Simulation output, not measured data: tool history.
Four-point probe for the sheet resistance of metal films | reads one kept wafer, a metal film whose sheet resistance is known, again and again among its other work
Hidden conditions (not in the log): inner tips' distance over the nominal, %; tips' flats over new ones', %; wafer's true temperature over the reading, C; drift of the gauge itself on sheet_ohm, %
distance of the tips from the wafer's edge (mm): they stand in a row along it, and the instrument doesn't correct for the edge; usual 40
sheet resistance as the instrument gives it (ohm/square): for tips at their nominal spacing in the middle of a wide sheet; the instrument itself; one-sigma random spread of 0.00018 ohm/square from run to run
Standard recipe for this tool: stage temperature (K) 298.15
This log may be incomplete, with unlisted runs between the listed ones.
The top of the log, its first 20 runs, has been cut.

run    hour  stage temperature (K)  distance of the tips from the wafer's edge (mm)  touches since the probe head was changed  hours of work since the stage's thermometer was calibrated  sheet resistance as the instrument gives it (ohm/square)
 21   936.3                 297.15                                               34                                     56045                                                        2190                                                  0.884095
 22   985.3                 291.15                                               17                                     57786                                                        2217                                                  0.885501
 23  1046.5                 291.15                                               10                                     59958                                                        2252                                                  0.886829
 24  1104.2                 306.15                                               10                                     62008                                                        2284                                                  0.885141
 25  1138.9                 294.15                                                5                                     63241                                                        2303                                                  0.892046
     1155.6  -- stage's thermometer calibrated
 26  1188.4                 294.15                                                5                                     64984                                                          18                                                  0.890173
 27  1246.1                 294.15                                                5                                     67032                                                          51                                                  0.890207
 28  1289.3                 304.15                                               49                                     68568                                                          75                                                  0.881571
 29  1355.2                 304.15                                               49                                     70910                                                         112                                                  0.881895
 30  1387.8                 304.15                                               49                                     72069                                                         130                                                  0.881335
 31  1418.5                 299.15                                               11                                     73158                                                         147                                                  0.884057
 32    1482                 299.15                                               11                                     75417                                                         182                                                  0.883701
 33  1537.9                 297.15                                               16                                     77402                                                         214                                                  0.883254
 34  1588.6                 291.15                                                4                                     79204                                                         242                                                   0.89483
 35  1621.5                 291.15                                                4                                     80374                                                         260                                                  0.894591
 36  1649.9                 291.15                                                4                                     81384                                                         276                                                  0.894677

Alternative continuations, all from the tool just after run 36; predict every row:
  A  1712.4                 300.15                                                3                                     83602                                                         311                                                         ?
  B  1712.4                 304.15                                               63                                     83602                                                         311                                                         ?
  C  1712.4                 305.15                                               68                                     83602                                                         311                                                         ?
  D  1712.4                 303.15                                                5                                     83602                                                         311                                                         ?
  E  1712.4                 302.15                                                4                                     83602                                                         311                                                         ?

run  sheet resistance as the instrument gives it (ohm/square)
  A                                                  0.902704
  B                                                  0.881351
  C                                                  0.881369
  D                                                   0.88908
  E                                                  0.893485
What these runs would have given with no unlogged condition in the tool:
run  sheet resistance as the instrument gives it (ohm/square)
  A                                                  0.907359
  B                                                  0.885906
  C                                                  0.885924
  D                                                  0.893671
  E                                                  0.898097
